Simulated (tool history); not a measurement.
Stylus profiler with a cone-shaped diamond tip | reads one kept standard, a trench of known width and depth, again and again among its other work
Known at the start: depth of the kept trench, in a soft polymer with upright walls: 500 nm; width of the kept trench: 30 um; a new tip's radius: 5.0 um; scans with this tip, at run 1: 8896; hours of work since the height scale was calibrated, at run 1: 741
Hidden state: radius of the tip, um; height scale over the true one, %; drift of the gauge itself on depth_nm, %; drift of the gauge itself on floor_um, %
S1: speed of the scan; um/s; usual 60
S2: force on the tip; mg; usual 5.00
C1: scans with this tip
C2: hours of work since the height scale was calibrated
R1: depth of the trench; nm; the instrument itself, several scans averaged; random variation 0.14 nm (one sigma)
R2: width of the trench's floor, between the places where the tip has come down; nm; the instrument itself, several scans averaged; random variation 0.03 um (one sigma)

run     day  S1    S2     C1    C2      R1     R2
  1   0.000  60  5.00   8896   741  511.30  25420
  2   1.379  60  2.35   9105   758  506.66  25420
  3   3.704  60  2.35   9457   787  506.69  25300
  4   5.792  60  2.35   9773   814  506.74  25360
  5   7.850  60  2.84  10085   840  507.59  25420
  6  10.188  60  2.84  10438   869  507.84  25420
  7  11.504  60  2.84  10637   886  507.60  25380
  8  13.025  60  2.84  10868   905  507.85  25430
  9  14.996  60  3.80  11166   930  509.06  25400
 10  16.796  16  9.17  11439   953  516.71  25600
 11  18.229  16  9.17  11655   971  516.66  25530
 12  19.783  20  4.82  11891   990  510.71  25590
 13  21.821  18  7.45  12199  1016  514.47  25630
 14  23.588  18  7.45  12466  1038  514.47  25550
 15  25.833  17  1.92  12806  1066  505.81  25580
 16  27.875  35  2.08  13115  1092  506.28  25480

4 ways to go on from here, each from the tool as it stands after run 16. What would each give?
  A  30.108  24  2.13  13453  1120   ?   ?
  B  30.108  74  1.81  13453  1120   ?   ?
  C  30.108  23  2.25  13453  1120   ?   ?
  D  30.108  26  3.66  13453  1120   ?   ?

run      R1     R2
  A  506.40  25530
  B  505.81  25290
  C  506.28  25570
  D  509.13  25500
Without the tool's hidden state the same runs would have given:
run      R1     R2
  A  506.39  25540
  B  505.80  25300
  C  506.27  25580
  D  509.11  25510

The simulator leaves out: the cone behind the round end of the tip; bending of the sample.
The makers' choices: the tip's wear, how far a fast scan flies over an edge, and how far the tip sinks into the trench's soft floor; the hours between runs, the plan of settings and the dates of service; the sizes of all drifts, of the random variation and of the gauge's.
